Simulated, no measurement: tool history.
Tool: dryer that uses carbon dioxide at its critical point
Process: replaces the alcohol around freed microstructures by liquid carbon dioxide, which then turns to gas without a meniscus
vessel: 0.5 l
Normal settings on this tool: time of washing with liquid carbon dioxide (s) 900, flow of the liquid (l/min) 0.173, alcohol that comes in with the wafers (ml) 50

run,day,time of washing with liquid carbon dioxide (s),flow of the liquid (l/min),alcohol that comes in with the wafers (ml),alcohol left in the vessel before it's heated (ppm by volume)
1,0.000,900,0.173,50,3183
2,0.471,900,0.173,50,3187
3,1.004,900,0.173,50,3319
4,1.662,900,0.173,50,3432
5,2.304,900,0.173,50,3419
# day 2.883: inlet filter changed
6,3.217,900,0.173,71,2867
7,4.238,900,0.173,71,3017
8,5.092,900,0.173,50,2232
9,5.733,1080,0.173,50,1053
10,6.458,1080,0.173,21,528
11,7.396,1080,0.173,21,521
12,8.121,1080,0.173,21,563
13,8.762,1080,0.173,21,554
14,9.504,1080,0.173,21,581
15,9.979,900,0.173,50,2639
16,10.433,900,0.173,50,2628
17,10.988,900,0.173,50,2708
18,11.738,900,0.173,50,2796
19,12.371,1320,0.173,50,620
20,13.075,1320,0.173,118,1301
21,13.796,900,0.173,50,2990
22,14.579,900,0.173,50,3061
23,15.079,900,0.173,50,3064
24,15.525,900,0.173,50,3218
25,16.383,600,0.173,50,10261
26,17.212,1080,0.270,86,429
27,18.104,900,0.133,50,7060
28,19.000,900,0.133,50,7271
29,19.462,900,0.138,50,6765
30,20.000,900,0.138,50,6734
31,20.696,900,0.138,50,6662
# day 21.096: inlet filter changed
32,21.446,540,0.138,69,21250
33,22.492,540,0.138,69,21409
34,23.221,900,0.173,50,2253
35,24.217,900,0.173,42,1975
36,25.279,840,0.254,35,582
37,25.838,540,0.120,21,8702
38,26.779,1080,0.173,90,2219
39,27.471,900,0.153,50,3813
40,28.296,1320,0.207,49,305
41,28.762,900,0.139,44,4718
42,29.750,900,0.139,44,4912
43,30.350,900,0.222,50,1224
44,31.254,900,0.222,50,1229
45,32.342,900,0.222,50,1300
46,33.050,720,0.217,50,3170
47,34.138,660,0.123,66,20946

Forecast each of these 3 alternatives for the next run:
A,34.996,660,0.117,38,?
B,34.996,600,0.134,66,?
C,34.996,600,0.194,30,?

run,alcohol left in the vessel before it's heated (ppm by volume)
A,13464
B,22607
C,4855
Take away the tool's hidden state, keep each run's random variation, and the runs would have read:
run,alcohol left in the vessel before it's heated (ppm by volume)
A,10384
B,17377
C,3269

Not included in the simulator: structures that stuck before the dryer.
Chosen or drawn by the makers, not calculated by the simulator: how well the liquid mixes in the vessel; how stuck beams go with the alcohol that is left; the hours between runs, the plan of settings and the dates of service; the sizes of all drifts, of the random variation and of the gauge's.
